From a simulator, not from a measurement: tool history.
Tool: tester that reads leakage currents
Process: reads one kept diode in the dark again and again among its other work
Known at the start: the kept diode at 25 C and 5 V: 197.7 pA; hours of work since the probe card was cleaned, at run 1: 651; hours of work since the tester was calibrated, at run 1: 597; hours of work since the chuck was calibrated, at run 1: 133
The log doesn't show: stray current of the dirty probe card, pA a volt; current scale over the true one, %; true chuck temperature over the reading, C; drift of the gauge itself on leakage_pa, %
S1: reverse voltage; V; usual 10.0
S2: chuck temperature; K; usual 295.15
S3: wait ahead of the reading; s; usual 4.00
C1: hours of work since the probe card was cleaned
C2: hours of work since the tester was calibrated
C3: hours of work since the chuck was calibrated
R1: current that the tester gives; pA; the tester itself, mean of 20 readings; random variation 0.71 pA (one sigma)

run,hour,S1,S2,S3,C1,C2,C3,R1
1,0.0,10.0,295.15,4.00,651,597,133,244.24
2,56.5,10.0,295.15,4.00,692,638,174,243.72
3,139.8,10.0,295.15,4.00,752,698,234,245.87
4,190.0,10.0,295.15,4.00,788,734,270,246.83
5,274.2,10.0,295.15,4.00,849,794,330,248.37
6,318.8,10.0,295.15,4.00,881,826,362,249.50
7,360.1,10.0,295.15,4.00,910,856,392,249.22
# hour 367.5: chuck's temperature calibrated
8,407.9,10.0,293.15,4.00,943,889,29,219.86
9,487.8,12.1,295.15,4.00,1001,947,87,289.83
10,542.9,10.0,301.15,4.00,1040,986,126,410.59
11,624.1,10.4,295.15,4.00,1099,1045,185,268.28
12,712.2,2.4,299.15,6.20,1162,1108,248,154.11
13,777.2,1.8,305.15,0.65,1209,1155,295,205.26
14,857.4,10.0,313.15,1.06,1267,1212,352,994.51
# hour 881.2: chuck's temperature calibrated, once more
15,909.8,3.2,313.15,2.07,1303,1249,21,470.15
16,990.0,3.2,313.15,2.07,1361,1306,78,470.70
17,1032.8,10.5,320.15,1.14,1391,1337,109,1517.37
# hour 1040.5: probe card cleaned and baked
18,1073.6,10.5,320.15,1.14,24,1364,136,1522.07
19,1156.3,3.9,320.15,1.09,83,1424,196,860.44
20,1210.9,10.0,316.15,4.00,123,1463,235,1123.51

Forecast each of these 5 alternatives for the next run:
A,1268.4,16.5,313.15,1.41,164,1504,276,?
B,1268.4,10.0,322.15,1.83,164,1504,276,?
C,1268.4,10.0,298.15,1.95,164,1504,276,?
D,1268.4,15.8,294.15,0.50,164,1504,276,?
E,1268.4,1.8,316.15,4.61,164,1504,276,?

run,R1
A,1231.29
B,1704.04
C,305.37
D,300.74
E,417.70
Without the tool's hidden state the same runs would have given:
run,R1
A,1208.86
B,1676.68
C,298.39
D,293.24
E,410.67

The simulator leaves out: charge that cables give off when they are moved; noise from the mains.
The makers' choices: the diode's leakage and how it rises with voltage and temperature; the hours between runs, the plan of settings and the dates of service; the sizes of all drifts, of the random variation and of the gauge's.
